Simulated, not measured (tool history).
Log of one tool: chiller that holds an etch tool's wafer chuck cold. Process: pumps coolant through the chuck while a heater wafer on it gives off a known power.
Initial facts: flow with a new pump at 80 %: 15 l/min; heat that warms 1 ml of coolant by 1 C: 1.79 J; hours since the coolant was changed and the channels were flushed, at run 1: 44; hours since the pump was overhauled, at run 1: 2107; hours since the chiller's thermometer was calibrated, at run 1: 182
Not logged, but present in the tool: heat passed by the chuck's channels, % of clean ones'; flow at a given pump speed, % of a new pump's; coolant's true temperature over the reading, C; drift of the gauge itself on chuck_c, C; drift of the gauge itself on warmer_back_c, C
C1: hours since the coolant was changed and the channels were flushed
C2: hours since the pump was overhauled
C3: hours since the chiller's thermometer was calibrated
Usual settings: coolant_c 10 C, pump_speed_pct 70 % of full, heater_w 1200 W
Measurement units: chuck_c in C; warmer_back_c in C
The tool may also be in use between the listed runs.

{"run": 1, "hour": 0.0, "coolant_c": 10, "pump_speed_pct": 70, "heater_w": 1200, "C1": 44, "C2": 2107, "C3": 182, "chuck_c": 18.0, "warmer_back_c": 3.17}
{"run": 2, "hour": 70.9, "coolant_c": 10, "pump_speed_pct": 70, "heater_w": 1200, "C1": 115, "C2": 2178, "C3": 253, "chuck_c": 18.0, "warmer_back_c": 3.11}
{"run": 3, "hour": 137.0, "coolant_c": 10, "pump_speed_pct": 70, "heater_w": 1200, "C1": 181, "C2": 2244, "C3": 319, "chuck_c": 17.9, "warmer_back_c": 3.18}
{"run": 4, "hour": 232.4, "coolant_c": 10, "pump_speed_pct": 70, "heater_w": 1200, "C1": 276, "C2": 2339, "C3": 415, "chuck_c": 17.9, "warmer_back_c": 3.16}
{"run": 5, "hour": 278.7, "coolant_c": 10, "pump_speed_pct": 70, "heater_w": 1200, "C1": 323, "C2": 2386, "C3": 461, "chuck_c": 18.2, "warmer_back_c": 3.16}
{"run": 6, "hour": 351.4, "coolant_c": 10, "pump_speed_pct": 70, "heater_w": 636, "C1": 395, "C2": 2458, "C3": 534, "chuck_c": 14.3, "warmer_back_c": 1.69}
{"run": 7, "hour": 454.3, "coolant_c": 10, "pump_speed_pct": 70, "heater_w": 673, "C1": 498, "C2": 2561, "C3": 637, "chuck_c": 14.6, "warmer_back_c": 1.76}
{"run": 8, "hour": 552.0, "coolant_c": 10, "pump_speed_pct": 99, "heater_w": 1200, "C1": 596, "C2": 2659, "C3": 734, "chuck_c": 16.5, "warmer_back_c": 2.21}
{"run": 9, "hour": 631.4, "coolant_c": 10, "pump_speed_pct": 70, "heater_w": 1200, "C1": 675, "C2": 2738, "C3": 814, "chuck_c": 18.1, "warmer_back_c": 3.15}
{"run": 10, "hour": 730.8, "coolant_c": 10, "pump_speed_pct": 70, "heater_w": 1200, "C1": 775, "C2": 2838, "C3": 913, "chuck_c": 18.2, "warmer_back_c": 3.12}
{"run": 11, "hour": 795.6, "coolant_c": 10, "pump_speed_pct": 70, "heater_w": 1200, "C1": 840, "C2": 2903, "C3": 978, "chuck_c": 18.0, "warmer_back_c": 3.14}
{"run": 12, "hour": 904.5, "coolant_c": 10, "pump_speed_pct": 70, "heater_w": 1200, "C1": 948, "C2": 3011, "C3": 1087, "chuck_c": 18.1, "warmer_back_c": 3.12}
{"run": 13, "hour": 973.4, "coolant_c": 5, "pump_speed_pct": 70, "heater_w": 1200, "C1": 1017, "C2": 3080, "C3": 1156, "chuck_c": 13.0, "warmer_back_c": 3.16}
{"run": 14, "hour": 1024.4, "coolant_c": 5, "pump_speed_pct": 70, "heater_w": 1200, "C1": 1068, "C2": 3131, "C3": 1207, "chuck_c": 13.2, "warmer_back_c": 3.16}
{"run": 15, "hour": 1075.7, "coolant_c": 5, "pump_speed_pct": 70, "heater_w": 1200, "C1": 1120, "C2": 3183, "C3": 1258, "chuck_c": 13.1, "warmer_back_c": 3.11}
{"run": 16, "hour": 1131.0, "coolant_c": 10, "pump_speed_pct": 70, "heater_w": 825, "C1": 1175, "C2": 3238, "C3": 1313, "chuck_c": 15.4, "warmer_back_c": 2.12}

What will run 17 give?
{"run": 17, "hour": 1213.0, "coolant_c": 10, "pump_speed_pct": 70, "heater_w": 825, "C1": 1257, "C2": 3320, "C3": 1395, "chuck_c": "?", "warmer_back_c": "?"}

chuck_c: 15.5 C
warmer_back_c: 2.18 C
Were there no unlogged condition in the tool, this run, its random variation unchanged, would have produced chuck_c 15.3 C, warmer_back_c 2.11 C.
